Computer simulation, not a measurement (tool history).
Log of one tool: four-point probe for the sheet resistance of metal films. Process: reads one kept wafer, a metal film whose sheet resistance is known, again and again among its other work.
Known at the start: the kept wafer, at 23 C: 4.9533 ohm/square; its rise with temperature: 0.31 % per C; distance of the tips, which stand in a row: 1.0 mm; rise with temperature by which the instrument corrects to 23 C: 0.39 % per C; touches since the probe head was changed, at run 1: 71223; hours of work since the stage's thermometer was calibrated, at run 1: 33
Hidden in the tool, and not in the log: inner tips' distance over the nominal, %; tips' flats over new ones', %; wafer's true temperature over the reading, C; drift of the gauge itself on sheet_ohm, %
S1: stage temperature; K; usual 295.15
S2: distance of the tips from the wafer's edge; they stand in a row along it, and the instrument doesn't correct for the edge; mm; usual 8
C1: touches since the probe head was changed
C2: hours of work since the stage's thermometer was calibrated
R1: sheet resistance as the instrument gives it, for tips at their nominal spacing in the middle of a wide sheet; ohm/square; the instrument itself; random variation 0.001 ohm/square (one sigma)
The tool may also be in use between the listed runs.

run    hour      S1  S2      C1   C2        R1
  1     0.0  295.15   8   71223   33  5.013371
  2    43.0  295.15   8   73189   59  5.016263
  3   141.5  295.15   8   77685  119  5.015169
  4   216.7  295.15   8   81119  165  5.017727
  5   283.3  295.15   8   84161  206  5.014602
  6   376.7  296.15   8   88424  263  5.010700
  7   433.7  296.15   8   91028  297  5.012269
  8   503.5  296.15   8   94217  340  5.013499
  9   554.7  295.15  35   96554  371  4.976265
 10   652.2  292.15   8  101010  430  5.029487
 11   705.9  292.15   8  103460  463  5.031088
 12   800.4  295.15   8  107775  521  5.019229
 13   880.2  295.15   8  111422  569  5.019153
 14   944.4  295.15   6  114354  608  5.050202
 15  1012.6  295.15   6  117467  650  5.052537
 16  1083.8  307.15   6  120720  693  5.002083
 17  1170.7  298.15  67  124688  746  4.966127
 18  1238.7  294.15   9  127793  787  5.016603
 19  1289.4  297.15  35  130105  818  4.973177
 20  1374.1  297.15  35  133973  870  4.974129
     1381.5  -- stage's thermometer calibrated
 21  1466.4  303.15  58  138167   52  4.945749
 22  1547.4  303.15   8  141867  101  4.988156
 23  1590.1  293.15  20  143816  127  4.994194
 24  1662.6  304.15  23  147127  171  4.947082
 25  1731.9  304.15  23  150291  213  4.948849
 26  1807.6  304.15  20  153751  259  4.951544
 27  1853.4  297.15   8  155843  287  5.013154
     1913.1  -- stage's thermometer calibrated, once more
 28  1919.4  297.15   8  158831    4  5.022634
 29  1968.2  295.15  34  161062   34  4.990222

Forecast each of these 3 alternatives for the next run:
  A  2059.6  295.15  69  165236  89   ?
  B  2059.6  299.15  34  165236  89   ?
  C  2059.6  300.15   9  165236  89   ?

run        R1
  A  4.992547
  B  4.976541
  C  5.002290
Without the tool's hidden state the same runs would have given:
run        R1
  A  4.959440
  B  4.943541
  C  4.969134
